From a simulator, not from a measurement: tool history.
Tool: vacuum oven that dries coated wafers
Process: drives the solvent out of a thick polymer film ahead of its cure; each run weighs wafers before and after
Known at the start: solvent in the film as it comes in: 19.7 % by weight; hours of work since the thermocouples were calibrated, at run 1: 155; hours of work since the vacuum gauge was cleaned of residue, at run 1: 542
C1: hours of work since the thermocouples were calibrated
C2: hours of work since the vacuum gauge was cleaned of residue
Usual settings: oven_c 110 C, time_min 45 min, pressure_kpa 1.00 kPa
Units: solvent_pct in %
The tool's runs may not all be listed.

Run 1, hour 0.0: usual settings; C1 155; C2 542. Result: solvent_pct 1.37 %.
Run 2, hour 6.2: usual settings; C1 158; C2 545. Result: solvent_pct 1.37 %.
Run 3, hour 12.9: usual settings; C1 161; C2 548. Result: solvent_pct 1.33 %.
Run 4, hour 24.1: usual settings; C1 166; C2 553. Result: solvent_pct 1.41 %.
Run 5, hour 33.6: usual settings; C1 170; C2 557. Result: solvent_pct 1.38 %.
Run 6, hour 41.0: usual settings; C1 174; C2 561. Result: solvent_pct 1.41 %.
Run 7, hour 46.7: usual settings but time_min 32 min; C1 176; C2 563. Result: solvent_pct 2.50 %.
Run 8, hour 55.3: usual settings but time_min 32 min, pressure_kpa 2.19 kPa; C1 180; C2 567. Result: solvent_pct 2.99 %.
Run 9, hour 65.9: usual settings but time_min 32 min, pressure_kpa 2.19 kPa; C1 185; C2 572. Result: solvent_pct 2.94 %.
Run 10, hour 75.5: usual settings but time_min 32 min, pressure_kpa 2.19 kPa; C1 190; C2 577. Result: solvent_pct 2.95 %.
Run 11, hour 81.4: usual settings but time_min 32 min, pressure_kpa 2.19 kPa; C1 192; C2 579. Result: solvent_pct 2.97 %.
Run 12, hour 86.8: usual settings but time_min 32 min, pressure_kpa 2.19 kPa; C1 195; C2 582. Result: solvent_pct 2.96 %.
Run 13, hour 97.1: usual settings but oven_c 100 C, time_min 32 min, pressure_kpa 0.54 kPa; C1 200; C2 587. Result: solvent_pct 5.58 %.
Run 14, hour 102.4: usual settings but oven_c 109 C, time_min 49 min, pressure_kpa 0.99 kPa; C1 202; C2 589. Result: solvent_pct 1.36 %.
Run 15, hour 107.9: usual settings but oven_c 124 C, time_min 38 min, pressure_kpa 0.99 kPa; C1 205; C2 592. Result: solvent_pct 0.42 %.
Run 16, hour 118.4: usual settings but time_min 22 min, pressure_kpa 1.94 kPa; C1 209; C2 597. Result: solvent_pct 4.68 %.
At hour 121.4: oven's thermocouples calibrated.
Run 17, hour 129.9: usual settings but time_min 22 min, pressure_kpa 1.94 kPa; C1 4; C2 601. Result: solvent_pct 4.77 %.
Run 18, hour 139.7: usual settings but time_min 22 min, pressure_kpa 1.94 kPa; C1 8; C2 605. Result: solvent_pct 4.70 %.
Run 19, hour 148.0: usual settings but oven_c 98 C, pressure_kpa 1.14 kPa; C1 12; C2 609. Result: solvent_pct 4.97 %.
Run 20, hour 156.1: usual settings but oven_c 108 C, time_min 34 min; C1 16; C2 613. Result: solvent_pct 2.92 %.
Run 21, hour 164.8: usual settings but oven_c 121 C, time_min 76 min, pressure_kpa 1.85 kPa; C1 20; C2 617. Result: solvent_pct 0.68 %.
Run 22, hour 173.9: usual settings but oven_c 121 C, time_min 76 min, pressure_kpa 1.85 kPa; C1 24; C2 621. Result: solvent_pct 0.61 %.
Run 23, hour 183.3: usual settings but oven_c 121 C, time_min 76 min, pressure_kpa 1.85 kPa; C1 29; C2 626. Result: solvent_pct 0.64 %.
At hour 194.8: oven's thermocouples calibrated, once more.
Run 24, hour 197.3: usual settings but oven_c 121 C, time_min 76 min, pressure_kpa 1.85 kPa; C1 1; C2 631. Result: solvent_pct 0.65 %.

Forecast each of these 5 alternatives for the next run:
Run A, hour 204.4: usual settings but oven_c 121 C, time_min 27 min, pressure_kpa 0.87 kPa; C1 4; C2 634. Result: solvent_pct ?.
Run B, hour 204.4: usual settings but oven_c 98 C, time_min 60 min; C1 4; C2 634. Result: solvent_pct ?.
Run C, hour 204.4: usual settings but time_min 53 min; C1 4; C2 634. Result: solvent_pct ?.
Run D, hour 204.4: usual settings but oven_c 121 C, pressure_kpa 2.14 kPa; C1 4; C2 634. Result: solvent_pct ?.
Run E, hour 204.4: usual settings but oven_c 121 C, time_min 33 min, pressure_kpa 3.83 kPa; C1 4; C2 634. Result: solvent_pct ?.

run  solvent_pct
  A         0.85
  B         2.96
  C         0.91
  D         0.70
  E         1.45
Without the tool's hidden state the same runs would have given:
run  solvent_pct
  A         0.83
  B         2.95
  C         0.86
  D         0.65
  E         1.42
